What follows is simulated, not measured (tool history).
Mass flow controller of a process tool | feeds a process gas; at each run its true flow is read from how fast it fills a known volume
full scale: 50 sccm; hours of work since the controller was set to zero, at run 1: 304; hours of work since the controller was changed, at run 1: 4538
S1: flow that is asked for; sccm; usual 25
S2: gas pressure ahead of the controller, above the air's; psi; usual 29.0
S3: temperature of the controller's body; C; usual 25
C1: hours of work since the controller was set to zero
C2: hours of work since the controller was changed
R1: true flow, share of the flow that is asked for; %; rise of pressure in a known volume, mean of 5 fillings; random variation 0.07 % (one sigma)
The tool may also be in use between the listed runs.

| run | hour | S1 | S2 | S3 | C1 | C2 | R1 |
|---|---|---|---|---|---|---|---|
| 1 | 0.0 | 25 | 29.0 | 25 | 304 | 4538 | 99.28 |
| 2 | 134.7 | 25 | 29.0 | 25 | 381 | 4615 | 99.02 |
| 3 | 309.6 | 25 | 29.0 | 25 | 481 | 4715 | 99.02 |
| 4 | 472.6 | 25 | 29.0 | 30 | 574 | 4809 | 99.28 |
| 5 | 640.0 | 25 | 23.5 | 30 | 670 | 4904 | 99.15 |
| 6 | 779.8 | 25 | 29.0 | 23 | 750 | 4984 | 98.65 |
| 7 | 925.5 | 25 | 29.0 | 23 | 833 | 5068 | 98.33 |
| 8 | 1114.7 | 31 | 29.0 | 25 | 941 | 5176 | 98.50 |
| 9 | 1214.6 | 22 | 28.9 | 23 | 999 | 5233 | 98.03 |
| 10 | 1390.5 | 22 | 28.9 | 34 | 1099 | 5334 | 98.65 |
| 11 | 1564.6 | 22 | 28.9 | 34 | 1199 | 5433 | 98.60 |
| 12 | 1756.0 | 6 | 38.6 | 22 | 1308 | 5543 | 96.77 |
| 13 | 1918.6 | 25 | 29.0 | 28 | 1401 | 5636 | 98.04 |
| 14 | 2059.6 | 14 | 29.0 | 29 | 1482 | 5717 | 97.55 |
| 15 | 2255.6 | 27 | 38.1 | 29 | 1594 | 5829 | 97.79 |

3 ways to go on from here, each from the tool as it stands after run 15. What would each give?
| A | 2349.5 | 37 | 38.1 | 29 | 1648 | 5883 | ? |
| B | 2349.5 | 5 | 29.6 | 33 | 1648 | 5883 | ? |
| C | 2349.5 | 27 | 21.2 | 20 | 1648 | 5883 | ? |

| run | R1 |
|---|---|
| A | 97.82 |
| B | 97.39 |
| C | 97.04 |
Without the tool's hidden state the same runs would have given:
| run | R1 |
|---|---|
| A | 99.67 |
| B | 99.24 |
| C | 98.87 |
